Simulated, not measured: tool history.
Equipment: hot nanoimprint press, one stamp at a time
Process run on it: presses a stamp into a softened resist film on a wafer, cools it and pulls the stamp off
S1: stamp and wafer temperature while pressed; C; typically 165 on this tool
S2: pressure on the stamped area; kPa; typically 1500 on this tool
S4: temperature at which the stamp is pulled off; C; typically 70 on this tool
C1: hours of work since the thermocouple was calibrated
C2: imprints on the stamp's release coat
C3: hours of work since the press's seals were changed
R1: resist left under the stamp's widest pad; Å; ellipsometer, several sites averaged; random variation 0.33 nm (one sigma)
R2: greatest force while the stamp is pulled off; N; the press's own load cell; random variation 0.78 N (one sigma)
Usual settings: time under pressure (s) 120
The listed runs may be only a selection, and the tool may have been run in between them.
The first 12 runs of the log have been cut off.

Run 13, hour 93.2: usual settings but S4 58 C; C1 144; C2 34; C3 201. Result: R1 1450 Å, R2 266.1 N.
Run 14, hour 103.7: usual settings but S4 58 C; C1 150; C2 67; C3 207. Result: R1 1450 Å, R2 265.5 N.
Run 15, hour 113.1: usual settings but S2 1170 kPa; C1 155; C2 97; C3 212. Result: R1 1619 Å, R2 238.5 N.
Run 16, hour 118.1: usual settings but S2 1170 kPa; C1 158; C2 113; C3 215. Result: R1 1619 Å, R2 237.4 N.
Run 17, hour 129.4: usual settings but S1 166 C, S2 1360 kPa; C1 164; C2 149; C3 222. Result: R1 1449 Å, R2 238 N.
Run 18, hour 135.3: usual settings but S1 176 C, S4 68 C; C1 167; C2 168; C3 225. Result: R1 891 Å, R2 242.7 N.
Run 19, hour 144.7: usual settings but S1 158 C, S2 1620 kPa, time under pressure (s) 84, S4 74 C; C1 173; C2 199; C3 230. Result: R1 2069 Å, R2 230.6 N.
Run 20, hour 153.5: usual settings but S1 176 C, S2 1620 kPa, time under pressure (s) 84, S4 74 C; C1 178; C2 227; C3 235. Result: R1 990 Å, R2 230.2 N.
Run 21, hour 162.4: usual settings but S1 176 C, S2 1000 kPa; C1 183; C2 255; C3 240. Result: R1 1105 Å, R2 239.5 N.
Run 22, hour 172: usual settings but S1 176 C, S2 1000 kPa; C1 188; C2 286; C3 246. Result: R1 1105 Å, R2 238.8 N.
Run 23, hour 178.9: usual settings but S1 173 C, S4 72 C; C1 192; C2 308; C3 250. Result: R1 1017 Å, R2 234.8 N.
Run 24, hour 189.1: usual settings but S1 173 C, S4 72 C; C1 198; C2 340; C3 255. Result: R1 1020 Å, R2 235.2 N.
Run 25, hour 197.3: usual settings but S1 173 C, S2 2290 kPa, time under pressure (s) 72, S4 71 C; C1 202; C2 367; C3 260. Result: R1 999 Å, R2 234.6 N.
Run 26, hour 205.3: usual settings but S1 168 C, S4 65 C; C1 207; C2 392; C3 265. Result: R1 1268 Å, R2 250.3 N.
Run 27, hour 213.1: usual settings but S1 166 C, S2 1970 kPa, S4 59 C; C1 211; C2 417; C3 269. Result: R1 1222 Å, R2 264.7 N.
Run 28, hour 221.7: usual settings but S1 166 C, S2 1360 kPa, time under pressure (s) 93, S4 59 C; C1 216; C2 445; C3 274. Result: R1 1579 Å, R2 263.3 N.
Run 29, hour 227: usual settings but S1 166 C, S2 1360 kPa, time under pressure (s) 93, S4 59 C; C1 219; C2 462; C3 277. Result: R1 1579 Å, R2 265.4 N.
Run 30, hour 231.8: usual settings but S2 1400 kPa, time under pressure (s) 105, S4 69 C; C1 222; C2 477; C3 280. Result: R1 1564 Å, R2 240.7 N.
Run 31, hour 236.4: usual settings but S2 1400 kPa, time under pressure (s) 105, S4 69 C; C1 224; C2 492; C3 282. Result: R1 1565 Å, R2 241.1 N.

Below are 3 alternative next runs, each starting from the tool's condition after run 31. Predict each:
Run A, hour 241.4: usual settings but S1 176 C, S2 1000 kPa, time under pressure (s) 93, S4 69 C; C1 227; C2 508; C3 285. Result: R1 ?, R2 ?.
Run B, hour 241.4: usual settings but S1 158 C, time under pressure (s) 144, S4 74 C; C1 227; C2 508; C3 285. Result: R1 ?, R2 ?.
Run C, hour 241.4: usual settings but S2 2310 kPa, time under pressure (s) 174, S4 69 C; C1 227; C2 508; C3 285. Result: R1 ?, R2 ?.

run    R1     R2
  A  1224  240.5
  B  1834  229.4
  C  1022  242.2
Take away the tool's hidden state, keep each run's random variation, and the runs would have read:
run    R1     R2
  A  1224  240.4
  B  1835  229.2
  C  1023    242
